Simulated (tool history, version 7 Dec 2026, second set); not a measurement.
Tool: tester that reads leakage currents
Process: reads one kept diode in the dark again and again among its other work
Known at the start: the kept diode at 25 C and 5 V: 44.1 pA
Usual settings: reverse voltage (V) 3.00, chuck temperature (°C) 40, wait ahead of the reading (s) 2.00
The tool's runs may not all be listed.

run,hour,reverse voltage (V),chuck temperature (°C),wait ahead of the reading (s),current that the tester gives (pA)
1,0.0,3.00,40,2.00,148.38
2,103.5,3.00,40,2.00,148.75
3,218.7,3.00,53,2.00,416.28
4,371.2,3.00,53,2.00,419.58
5,506.8,3.00,40,2.00,149.52
6,582.0,3.00,40,2.00,149.57
7,678.6,3.00,40,2.00,149.85
8,817.0,7.50,40,2.00,229.45
9,920.0,3.00,40,1.15,151.26
# hour 958.3: chuck's temperature calibrated
# hour 1038.8: probe card cleaned and baked
10,1091.3,3.00,34,2.00,88.15
11,1267.6,3.00,34,2.00,88.00
12,1391.1,3.00,40,2.00,148.84
# hour 1494.3: chuck's temperature calibrated, once more
13,1516.7,3.00,40,1.02,135.75
14,1668.9,3.00,40,1.02,135.34
15,1823.1,3.00,40,1.02,136.02
16,2006.4,6.06,40,2.00,184.08
17,2089.3,6.06,40,2.00,184.12
18,2194.5,6.06,40,2.00,185.96
19,2316.7,6.24,40,2.00,189.02
20,2416.5,6.24,40,2.00,188.89
21,2537.3,15.80,40,2.00,283.23
22,2664.9,4.56,43,2.65,212.15
23,2806.5,4.56,43,2.65,213.53
24,2976.7,4.56,43,2.65,212.93
25,3108.3,4.56,43,2.65,214.42
26,3203.3,4.56,43,2.65,214.63
27,3279.6,18.80,28,2.00,120.38
28,3406.5,3.64,21,2.52,30.46
29,3584.9,14.86,26,6.43,93.44
30,3664.3,14.86,26,6.43,94.07
31,3766.8,14.86,41,2.13,310.91
32,3857.4,14.86,41,2.13,313.90
33,3973.6,1.59,33,2.13,60.07
34,4067.7,3.00,40,9.86,143.23
35,4200.0,13.31,52,5.92,710.04
36,4372.0,5.27,39,2.30,169.19
37,4475.1,5.27,39,2.30,170.37
38,4566.1,5.27,45,0.57,278.57
39,4725.0,1.64,35,2.00,73.64
40,4876.4,1.64,35,2.00,73.15

Forecast each of these 3 alternatives for the next run:
A,5039.4,2.47,22,0.74,?
B,5039.4,11.89,56,0.84,?
C,5039.4,3.00,40,0.63,?

run,current that the tester gives (pA)
A,30.02
B,933.44
C,146.49
Without the tool's hidden state the same runs would have given:
run,current that the tester gives (pA)
A,25.10
B,883.15
C,136.52
